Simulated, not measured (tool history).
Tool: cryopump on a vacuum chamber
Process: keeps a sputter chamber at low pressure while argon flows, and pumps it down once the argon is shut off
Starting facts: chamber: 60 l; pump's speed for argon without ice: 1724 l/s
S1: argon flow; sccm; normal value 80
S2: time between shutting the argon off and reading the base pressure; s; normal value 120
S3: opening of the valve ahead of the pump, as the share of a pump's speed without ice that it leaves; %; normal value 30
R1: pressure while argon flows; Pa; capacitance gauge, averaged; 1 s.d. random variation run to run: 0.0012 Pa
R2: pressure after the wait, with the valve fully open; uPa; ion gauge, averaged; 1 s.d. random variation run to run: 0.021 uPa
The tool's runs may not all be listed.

run     day   S1   S2  S3      R1    R2
  1   0.000   80  120  30  0.2712  0.77
  2   2.392   80   21  30  0.2728  1.73
  3   5.075   80   21  30  0.2731  1.79
  4   7.692   80   21  30  0.2734  1.73
  5   9.850   80  163  30  0.2762  0.78
  6  11.412   63  163  30  0.2173  0.84
  7  13.558   63  163  30  0.2209  0.80
  8  15.812   80  120  43  0.2004  0.87
  9  18.108   80  120  30  0.2789  0.90
 10  19.600   80  120  30  0.2812  0.93
 11  22.933   80  120  30  0.2816  0.92
 12  26.150   80  120  30  0.2858  0.96
 13  28.067   80  120  30  0.2850  1.01
 14  29.858   80  120  30  0.2875  1.01
 15  32.875  135  120  30  0.4879  1.06
     33.246  -- pump warmed up, emptied and cooled again
 16  35.079   80  120  26  0.3035  0.79
 17  37.738   80  120  30  0.2621  0.87
 18  40.267   80  120  30  0.2642  0.91
 19  43.317   80   27  49  0.1649  1.54

Forecast run 20:
 20  46.329  80  27  49   ?   ?

R1: 0.1676 Pa
R2: 1.68 uPa
With the hidden condition absent and the run-to-run variation left alone, this run would have shown R1 0.1608 Pa, R2 1.13 uPa.
